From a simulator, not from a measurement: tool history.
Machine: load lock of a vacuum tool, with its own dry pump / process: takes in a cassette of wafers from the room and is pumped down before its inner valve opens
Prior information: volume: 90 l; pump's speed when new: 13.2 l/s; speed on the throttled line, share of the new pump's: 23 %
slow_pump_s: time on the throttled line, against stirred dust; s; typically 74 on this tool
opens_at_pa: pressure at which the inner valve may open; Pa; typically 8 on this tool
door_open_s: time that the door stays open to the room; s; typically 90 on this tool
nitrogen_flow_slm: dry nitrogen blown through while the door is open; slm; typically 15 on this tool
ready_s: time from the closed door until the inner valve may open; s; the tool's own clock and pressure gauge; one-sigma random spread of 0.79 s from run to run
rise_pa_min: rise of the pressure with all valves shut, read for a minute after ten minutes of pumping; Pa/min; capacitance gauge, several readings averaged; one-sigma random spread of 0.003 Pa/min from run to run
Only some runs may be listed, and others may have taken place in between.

run,day,slow_pump_s,opens_at_pa,door_open_s,nitrogen_flow_slm,"incoming humidity of the room's air, %",ready_s,rise_pa_min
1,0,74,8,90,15,47.8,125.6,0.103
2,22.867,74,8,90,15,46.3,125.4,0.106
3,40.717,74,8,90,15,43.6,126.3,0.113
4,66.329,74,8,90,15,44.8,125.8,0.132
5,92.421,74,8,90,15,45.6,125.8,0.134
6,108.354,74,8,90,15,43.1,126.7,0.134
7,130.95,74,8,90,15,43.4,126.6,0.148
8,149.054,74,8,90,15,47,130.3,0.153
9,161.479,74,8,136,15,46.7,127.8,0.164
10,189.742,74,8,136,15,44.8,127.7,0.166
11,214.875,74,8,136,15,44.2,129,0.176
12,231.342,74,8,136,15,48.2,130.6,0.197
13,253.367,74,8,36,15,41,128.9,0.188
14,282.333,74,8,140,15,44.1,129.3,0.207
15,302.975,74,8,140,15,45,130.3,0.032
16,322.304,78,7,85,4,46.2,134.8,0.038
17,342.696,78,7,85,4,45.4,134.8,0.032
18,358.996,73,8,90,15,43.2,130.9,0.028
19,380.833,73,8,90,15,42.5,131.7,0.033
20,392.662,73,12,90,15,47.8,126.6,0.032
21,407.125,74,7,31,15,46.3,132.3,0.023
22,429.871,83,11,65,11,45.1,136.4,0.034

Taken out of this log: 1 entry between the listed runs. Where each belongs, and how the hidden state differs across it:
Runs 14 to 15: door's seal changed, seat wiped (day 285.558)
  pump's speed, % of a new pump's: 85.5 -> 84.9; leak at the door's seal, Pa l/s: 0.2788 -> 0.003
  what was measured, less what the result would be without the hidden state, ready_s: +8.1 -> +8.5 s; rise_pa_min: +0.185 -> +0.001 Pa/min

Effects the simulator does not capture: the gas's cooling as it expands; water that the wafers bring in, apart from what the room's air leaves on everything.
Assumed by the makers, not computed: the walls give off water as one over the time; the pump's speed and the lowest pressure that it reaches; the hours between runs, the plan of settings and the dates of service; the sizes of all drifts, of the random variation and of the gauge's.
